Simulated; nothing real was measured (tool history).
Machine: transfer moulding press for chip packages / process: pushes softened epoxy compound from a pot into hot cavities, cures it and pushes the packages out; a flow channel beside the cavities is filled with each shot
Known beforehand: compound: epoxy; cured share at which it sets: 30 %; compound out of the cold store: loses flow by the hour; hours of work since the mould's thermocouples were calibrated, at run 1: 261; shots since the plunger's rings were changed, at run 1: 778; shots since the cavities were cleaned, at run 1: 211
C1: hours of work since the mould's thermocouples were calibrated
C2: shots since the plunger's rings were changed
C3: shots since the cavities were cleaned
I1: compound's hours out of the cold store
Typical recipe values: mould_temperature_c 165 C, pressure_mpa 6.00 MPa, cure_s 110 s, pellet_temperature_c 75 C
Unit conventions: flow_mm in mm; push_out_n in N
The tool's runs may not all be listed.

run 1 day=0.000 | mould_temperature_c=165 pressure_mpa=6.00 cure_s=110 pellet_temperature_c=75 | C1=261 C2=778 C3=211 | I1=44.9 | flow_mm=518 push_out_n=488
run 2 day=0.788 | mould_temperature_c=165 pressure_mpa=6.00 cure_s=149 pellet_temperature_c=75 | C1=272 C2=953 C3=386 | I1=36.1 | flow_mm=518 push_out_n=463
run 3 day=1.346 | mould_temperature_c=165 pressure_mpa=6.00 cure_s=149 pellet_temperature_c=75 | C1=279 C2=1077 C3=510 | I1=33.9 | flow_mm=520 push_out_n=517
run 4 day=1.808 | mould_temperature_c=165 pressure_mpa=6.00 cure_s=149 pellet_temperature_c=75 | C1=285 C2=1180 C3=613 | I1=10.9 | flow_mm=546 push_out_n=538
-- day=2.550 cavities cleaned with cleaning compound and waxed
run 5 day=2.592 | mould_temperature_c=161 pressure_mpa=6.00 cure_s=110 pellet_temperature_c=75 | C1=295 C2=1340 C3=9 | I1=27.4 | flow_mm=521 push_out_n=1055
run 6 day=3.062 | mould_temperature_c=161 pressure_mpa=6.00 cure_s=110 pellet_temperature_c=75 | C1=301 C2=1444 C3=113 | I1=29.5 | flow_mm=526 push_out_n=1026
run 7 day=3.796 | mould_temperature_c=165 pressure_mpa=6.00 cure_s=137 pellet_temperature_c=75 | C1=310 C2=1607 C3=276 | I1=19.7 | flow_mm=531 push_out_n=709
run 8 day=4.558 | mould_temperature_c=165 pressure_mpa=6.00 cure_s=110 pellet_temperature_c=75 | C1=320 C2=1776 C3=445 | I1=33.2 | flow_mm=523 push_out_n=784
run 9 day=5.225 | mould_temperature_c=165 pressure_mpa=6.00 cure_s=110 pellet_temperature_c=75 | C1=329 C2=1925 C3=594 | I1=10.0 | flow_mm=546 push_out_n=787
-- day=5.567 cavities cleaned with cleaning compound and waxed, once more
run 10 day=5.662 | mould_temperature_c=165 pressure_mpa=6.00 cure_s=110 pellet_temperature_c=84 | C1=334 C2=2008 C3=22 | I1=36.7 | flow_mm=507 push_out_n=345
run 11 day=6.075 | mould_temperature_c=165 pressure_mpa=6.00 cure_s=110 pellet_temperature_c=84 | C1=339 C2=2100 C3=114 | I1=28.8 | flow_mm=514 push_out_n=409
run 12 day=6.704 | mould_temperature_c=165 pressure_mpa=6.00 cure_s=110 pellet_temperature_c=84 | C1=348 C2=2240 C3=254 | I1=28.6 | flow_mm=501 push_out_n=498
run 13 day=7.383 | mould_temperature_c=165 pressure_mpa=6.00 cure_s=110 pellet_temperature_c=84 | C1=356 C2=2391 C3=405 | I1=15.3 | flow_mm=528 push_out_n=575
run 14 day=8.062 | mould_temperature_c=165 pressure_mpa=6.00 cure_s=110 pellet_temperature_c=74 | C1=365 C2=2541 C3=555 | I1=29.1 | flow_mm=507 push_out_n=619
run 15 day=8.454 | mould_temperature_c=165 pressure_mpa=6.00 cure_s=110 pellet_temperature_c=74 | C1=370 C2=2628 C3=642 | I1=39.7 | flow_mm=491 push_out_n=619
run 16 day=8.871 | mould_temperature_c=165 pressure_mpa=6.00 cure_s=110 pellet_temperature_c=74 | C1=376 C2=2721 C3=735 | I1=16.9 | flow_mm=524 push_out_n=671
-- day=9.054 cavities cleaned with cleaning compound and waxed
run 17 day=9.688 | mould_temperature_c=161 pressure_mpa=5.98 cure_s=93 pellet_temperature_c=77 | C1=386 C2=2888 C3=140 | I1=20.0 | flow_mm=522 push_out_n=742
run 18 day=10.054 | mould_temperature_c=161 pressure_mpa=6.63 cure_s=93 pellet_temperature_c=73 | C1=391 C2=2969 C3=221 | I1=26.7 | flow_mm=552 push_out_n=800
run 19 day=10.496 | mould_temperature_c=162 pressure_mpa=6.67 cure_s=92 pellet_temperature_c=84 | C1=396 C2=3068 C3=320 | I1=13.9 | flow_mm=559 push_out_n=866
run 20 day=11.058 | mould_temperature_c=163 pressure_mpa=4.85 cure_s=142 pellet_temperature_c=70 | C1=404 C2=3192 C3=444 | I1=35.3 | flow_mm=447 push_out_n=539
run 21 day=11.712 | mould_temperature_c=158 pressure_mpa=6.00 cure_s=131 pellet_temperature_c=75 | C1=412 C2=3338 C3=590 | I1=14.2 | flow_mm=544 push_out_n=698
run 22 day=12.100 | mould_temperature_c=158 pressure_mpa=5.93 cure_s=131 pellet_temperature_c=84 | C1=417 C2=3424 C3=676 | I1=22.9 | flow_mm=521 push_out_n=730
-- day=12.562 cavities cleaned with cleaning compound and waxed
run 23 day=12.812 | mould_temperature_c=158 pressure_mpa=4.57 cure_s=124 pellet_temperature_c=77 | C1=426 C2=3569 C3=55 | I1=46.9 | flow_mm=428 push_out_n=435
run 24 day=13.246 | mould_temperature_c=158 pressure_mpa=4.57 cure_s=124 pellet_temperature_c=77 | C1=432 C2=3665 C3=151 | I1=18.4 | flow_mm=457 push_out_n=543
run 25 day=13.700 | mould_temperature_c=163 pressure_mpa=4.57 cure_s=124 pellet_temperature_c=77 | C1=438 C2=3766 C3=252 | I1=17.6 | flow_mm=457 push_out_n=470
run 26 day=14.292 | mould_temperature_c=170 pressure_mpa=6.00 cure_s=135 pellet_temperature_c=75 | C1=445 C2=3897 C3=383 | I1=45.2 | flow_mm=472 push_out_n=469
run 27 day=14.742 | mould_temperature_c=170 pressure_mpa=6.00 cure_s=135 pellet_temperature_c=75 | C1=451 C2=3998 C3=484 | I1=10.6 | flow_mm=500 push_out_n=501
run 28 day=15.396 | mould_temperature_c=167 pressure_mpa=5.09 cure_s=143 pellet_temperature_c=75 | C1=460 C2=4143 C3=629 | I1=40.2 | flow_mm=439 push_out_n=525
-- day=16.088 cavities cleaned with cleaning compound and waxed
run 29 day=16.088 | mould_temperature_c=160 pressure_mpa=6.01 cure_s=110 pellet_temperature_c=74 | C1=468 C2=4282 C3=0 | I1=29.4 | flow_mm=503 push_out_n=430

What if the next run were any one of these 4? Each begins from the tool's condition after run 29:
run A day=16.729 | mould_temperature_c=164 pressure_mpa=6.00 cure_s=110 pellet_temperature_c=81 | C1=476 C2=4425 C3=143 | I1=25.7 | flow_mm=? push_out_n=?
run B day=16.729 | mould_temperature_c=165 pressure_mpa=5.42 cure_s=141 pellet_temperature_c=81 | C1=476 C2=4425 C3=143 | I1=23.3 | flow_mm=? push_out_n=?
run C day=16.729 | mould_temperature_c=165 pressure_mpa=4.66 cure_s=105 pellet_temperature_c=69 | C1=476 C2=4425 C3=143 | I1=18.5 | flow_mm=? push_out_n=?
run D day=16.729 | mould_temperature_c=165 pressure_mpa=6.00 cure_s=96 pellet_temperature_c=75 | C1=476 C2=4425 C3=143 | I1=17.7 | flow_mm=? push_out_n=?

run=A flow_mm=500 push_out_n=425
run=B flow_mm=472 push_out_n=370
run=C flow_mm=440 push_out_n=462
run=D flow_mm=504 push_out_n=523
What these runs would have given with no unlogged condition in the tool:
run=A flow_mm=550 push_out_n=334
run=B flow_mm=518 push_out_n=283
run=C flow_mm=484 push_out_n=365
run=D flow_mm=554 push_out_n=417
